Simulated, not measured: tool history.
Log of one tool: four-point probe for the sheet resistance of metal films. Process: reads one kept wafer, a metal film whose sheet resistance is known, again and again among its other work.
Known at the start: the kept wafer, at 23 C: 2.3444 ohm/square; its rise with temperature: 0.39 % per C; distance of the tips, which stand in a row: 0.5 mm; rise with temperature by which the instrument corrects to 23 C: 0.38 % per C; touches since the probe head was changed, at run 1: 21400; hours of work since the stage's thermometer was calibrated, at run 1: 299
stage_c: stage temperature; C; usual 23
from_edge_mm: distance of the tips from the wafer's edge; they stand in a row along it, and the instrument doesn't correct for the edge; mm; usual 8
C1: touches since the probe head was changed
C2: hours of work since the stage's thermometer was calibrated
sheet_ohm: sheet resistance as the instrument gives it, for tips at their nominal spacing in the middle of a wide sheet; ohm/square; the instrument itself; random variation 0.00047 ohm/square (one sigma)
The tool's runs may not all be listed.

Run 1, day 0: usual settings; C1 21400; C2 299. Result: sheet_ohm 2.352636 ohm/square.
Run 2, day 0.492: usual settings; C1 21904; C2 307. Result: sheet_ohm 2.35288 ohm/square.
Run 3, day 0.979: usual settings; C1 22407; C2 315. Result: sheet_ohm 2.352789 ohm/square.
Run 4, day 1.342: usual settings; C1 22781; C2 322. Result: sheet_ohm 2.353064 ohm/square.
Run 5, day 2.071: usual settings but from_edge_mm 57 mm; C1 23534; C2 334. Result: sheet_ohm 2.349292 ohm/square.
Run 6, day 2.692: usual settings but from_edge_mm 57 mm; C1 24173; C2 345. Result: sheet_ohm 2.349608 ohm/square.
Run 7, day 3.054: usual settings but from_edge_mm 57 mm; C1 24545; C2 351. Result: sheet_ohm 2.348973 ohm/square.
Run 8, day 3.65: usual settings but from_edge_mm 57 mm; C1 25160; C2 361. Result: sheet_ohm 2.34974 ohm/square.
Run 9, day 4.342: usual settings but from_edge_mm 60 mm; C1 25874; C2 373. Result: sheet_ohm 2.349953 ohm/square.
Run 10, day 4.838: usual settings but stage_c 31 C, from_edge_mm 60 mm; C1 26384; C2 381. Result: sheet_ohm 2.352035 ohm/square.
Run 11, day 5.567: usual settings but stage_c 34 C; C1 27132; C2 394. Result: sheet_ohm 2.359001 ohm/square.
Run 12, day 5.958: usual settings; C1 27539; C2 400. Result: sheet_ohm 2.356378 ohm/square.
Run 13, day 6.629: usual settings; C1 28228; C2 412. Result: sheet_ohm 2.355598 ohm/square.
Run 14, day 7.054: usual settings; C1 28665; C2 419. Result: sheet_ohm 2.356822 ohm/square.
Run 15, day 7.492: usual settings but from_edge_mm 4 mm; C1 29115; C2 427. Result: sheet_ohm 2.370975 ohm/square.
Run 16, day 8.217: usual settings; C1 29865; C2 439. Result: sheet_ohm 2.358031 ohm/square.
Run 17, day 8.529: usual settings but from_edge_mm 9 mm; C1 30188; C2 444. Result: sheet_ohm 2.356013 ohm/square.
Run 18, day 9.208: usual settings; C1 30886; C2 456. Result: sheet_ohm 2.35711 ohm/square.
Run 19, day 9.958: usual settings; C1 31657; C2 469. Result: sheet_ohm 2.358822 ohm/square.
Run 20, day 10.358: usual settings but stage_c 19 C; C1 32072; C2 476. Result: sheet_ohm 2.357947 ohm/square.
Run 21, day 10.904: usual settings but stage_c 19 C; C1 32632; C2 485. Result: sheet_ohm 2.358124 ohm/square.
Run 22, day 11.646: usual settings; C1 33398; C2 498. Result: sheet_ohm 2.358924 ohm/square.
Run 23, day 12.171: usual settings but stage_c 19 C, from_edge_mm 3 mm; C1 33939; C2 507. Result: sheet_ohm 2.388272 ohm/square.
Run 24, day 12.875: usual settings but stage_c 19 C, from_edge_mm 3 mm; C1 34663; C2 519. Result: sheet_ohm 2.388941 ohm/square.
Run 25, day 13.367: usual settings but stage_c 19 C, from_edge_mm 3 mm; C1 35171; C2 527. Result: sheet_ohm 2.38985 ohm/square.
Run 26, day 14.138: usual settings but stage_c 19 C, from_edge_mm 3 mm; C1 35962; C2 540. Result: sheet_ohm 2.389899 ohm/square.
Run 27, day 14.721: usual settings but stage_c 19 C, from_edge_mm 22 mm; C1 36566; C2 550. Result: sheet_ohm 2.356123 ohm/square.
Run 28, day 15.246: usual settings but stage_c 29 C, from_edge_mm 41 mm; C1 37106; C2 559. Result: sheet_ohm 2.358299 ohm/square.
Run 29, day 15.904: usual settings but stage_c 34 C, from_edge_mm 3 mm; C1 37782; C2 570. Result: sheet_ohm 2.394129 ohm/square.
Run 30, day 16.367: usual settings but stage_c 34 C, from_edge_mm 3 mm; C1 38262; C2 578. Result: sheet_ohm 2.394213 ohm/square.
Run 31, day 16.767: usual settings but stage_c 27 C, from_edge_mm 3 mm; C1 38674; C2 585. Result: sheet_ohm 2.392826 ohm/square.
Run 32, day 17.496: usual settings but stage_c 20 C, from_edge_mm 12 mm; C1 39423; C2 597. Result: sheet_ohm 2.358832 ohm/square.
Run 33, day 17.942: usual settings but stage_c 33 C, from_edge_mm 43 mm; C1 39883; C2 605. Result: sheet_ohm 2.360058 ohm/square.
Run 34, day 18.492: usual settings but stage_c 27 C, from_edge_mm 20 mm; C1 40450; C2 614. Result: sheet_ohm 2.359191 ohm/square.
Run 35, day 18.825: usual settings but stage_c 21 C, from_edge_mm 4 mm; C1 40795; C2 620. Result: sheet_ohm 2.378249 ohm/square.
Run 36, day 19.217: usual settings but stage_c 34 C, from_edge_mm 31 mm; C1 41195; C2 627. Result: sheet_ohm 2.361188 ohm/square.
Run 37, day 19.883: usual settings but stage_c 21 C, from_edge_mm 6 mm; C1 41885; C2 638. Result: sheet_ohm 2.366957 ohm/square.
Run 38, day 20.475: usual settings but stage_c 33 C, from_edge_mm 75 mm; C1 42494; C2 648. Result: sheet_ohm 2.361834 ohm/square.
Run 39, day 21.175: usual settings but stage_c 33 C, from_edge_mm 4 mm; C1 43215; C2 660. Result: sheet_ohm 2.38175 ohm/square.
Run 40, day 21.504: usual settings but stage_c 33 C, from_edge_mm 4 mm; C1 43555; C2 666. Result: sheet_ohm 2.381951 ohm/square.
Run 41, day 21.846: usual settings but stage_c 33 C, from_edge_mm 4 mm; C1 43904; C2 672. Result: sheet_ohm 2.381453 ohm/square.
Run 42, day 22.283: usual settings but stage_c 24 C, from_edge_mm 7 mm; C1 44355; C2 679. Result: sheet_ohm 2.366871 ohm/square.
Run 43, day 22.942: usual settings but stage_c 21 C, from_edge_mm 11 mm; C1 45034; C2 690. Result: sheet_ohm 2.362664 ohm/square.
Run 44, day 23.479: usual settings but stage_c 29 C, from_edge_mm 29 mm; C1 45588; C2 700. Result: sheet_ohm 2.362743 ohm/square.

4 ways to go on from here, each from the tool as it stands after run 44. What would each give?
Run A, day 23.842: usual settings but stage_c 32 C, from_edge_mm 28 mm; C1 45960; C2 706. Result: sheet_ohm ?.
Run B, day 23.842: usual settings but stage_c 32 C, from_edge_mm 50 mm; C1 45960; C2 706. Result: sheet_ohm ?.
Run C, day 23.842: usual settings but stage_c 28 C, from_edge_mm 16 mm; C1 45960; C2 706. Result: sheet_ohm ?.
Run D, day 23.842: usual settings but stage_c 28 C, from_edge_mm 6 mm; C1 45960; C2 706. Result: sheet_ohm ?.

run  sheet_ohm
  A   2.363222
  B   2.363707
  C   2.363913
  D   2.371505
Without the tool's hidden state the same runs would have given:
run  sheet_ohm
  A   2.346437
  B   2.346919
  C   2.347098
  D    2.35464
